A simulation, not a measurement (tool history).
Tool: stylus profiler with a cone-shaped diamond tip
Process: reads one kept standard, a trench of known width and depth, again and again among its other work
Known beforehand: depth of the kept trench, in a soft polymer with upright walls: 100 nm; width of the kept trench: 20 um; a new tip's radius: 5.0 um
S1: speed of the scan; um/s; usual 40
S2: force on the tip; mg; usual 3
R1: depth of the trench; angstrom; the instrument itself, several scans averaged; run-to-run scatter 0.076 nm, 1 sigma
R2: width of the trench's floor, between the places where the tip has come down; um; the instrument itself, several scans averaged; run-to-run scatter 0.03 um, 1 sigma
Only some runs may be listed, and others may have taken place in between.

run	hour	S1	S2	R1	R2
1	0	40	3	1009.2	17.76
2	12.2	82	3	1009.7	17.56
3	25.4	36	3	1010.2	17.81
4	32.7	36	3	1009.8	17.83
5	44.7	36	3	1010.1	17.77
6	61.2	36	3	1011.8	17.72
7	70	36	3	1009.8	17.77
8	81.9	40	3	1009.7	17.76
9	97.8	48	3	1009.1	17.66
10	106.7	40	3	1012	17.73
11	123.4	40	3	1008.3	17.76
12	139.3	40	3	1010.1	17.74
13	154.9	40	3	1009	17.76
14	171.5	108	3	1010.2	17.47
15	180.5	108	3	1010.1	17.48
16	197.1	108	3	1009.4	17.48
17	212.5	40	1.27	1006.1	17.66
18	221	40	3	1010	17.7
19	230.2	40	3	1010.8	17.7
20	243.8	40	3.88	1012	17.66
21	254.8	40	4.7	1012.7	17.75
22	263	149	2.4	1009	17.23
23	272.1	16	5.25	1013.9	17.84
# hour 273.3: height scale calibrated on a step standard
24	285.6	40	4.15	1013.4	17.72
25	297.2	10	1.04	1004.9	17.83
26	310.7	104	2.9	1010.7	17.47
27	323.3	40	4	1013.6	17.68
28	330.1	23	1.21	1007.5	17.71
29	337.8	23	1.21	1006.8	17.74
30	345.4	23	1.21	1007.3	17.74
31	360	23	1.21	1006.7	17.69
# hour 369.7: height scale calibrated on a step standard, once more
32	373	23	1.21	1005.8	17.75
33	381.2	35	3.15	1009.1	17.71
34	389.2	78	3.15	1008.1	17.54
35	403.3	78	3.15	1008.6	17.5
36	411.4	11	2.53	1006.7	17.8
37	418.8	11	1.28	1003.7	17.71
38	425.5	54	1	1004.5	17.43
39	433.9	16	3.35	1010.7	17.78
40	447.9	53	2.76	1009.9	17.55
41	457	53	2.76	1008.1	17.57
42	468.9	19	4.23	1011	17.71

What would each run have given without the hidden state, its run-to-run variation left as it was?
The tool's hidden condition here consists of: radius of the tip, um; height scale over the true one, %; drift of the gauge itself on depth_nm, %; drift of the gauge itself on floor_um, %.
run	R1	R2
1	1008.5	17.83
2	1008.9	17.64
3	1009.4	17.89
4	1008.9	17.91
5	1009.2	17.85
6	1010.8	17.81
7	1008.8	17.86
8	1008.8	17.85
9	1008.1	17.76
10	1010.9	17.83
11	1007.2	17.87
12	1009	17.85
13	1007.9	17.88
14	1009	17.6
15	1008.9	17.61
16	1008.2	17.61
17	1004.8	17.8
18	1008.7	17.84
19	1009.5	17.84
20	1010.6	17.8
21	1011.4	17.9
22	1007.6	17.38
23	1012.5	17.99
24	1011.3	17.88
25	1002.8	17.99
26	1008.5	17.64
27	1011.3	17.84
28	1005.3	17.88
29	1004.5	17.91
30	1005	17.92
31	1004.4	17.87
32	1005.9	17.93
33	1009.2	17.9
34	1008.2	17.73
35	1008.6	17.7
36	1006.7	17.99
37	1003.7	17.91
38	1004.5	17.63
39	1010.7	17.98
40	1009.9	17.75
41	1008	17.77
42	1010.9	17.92
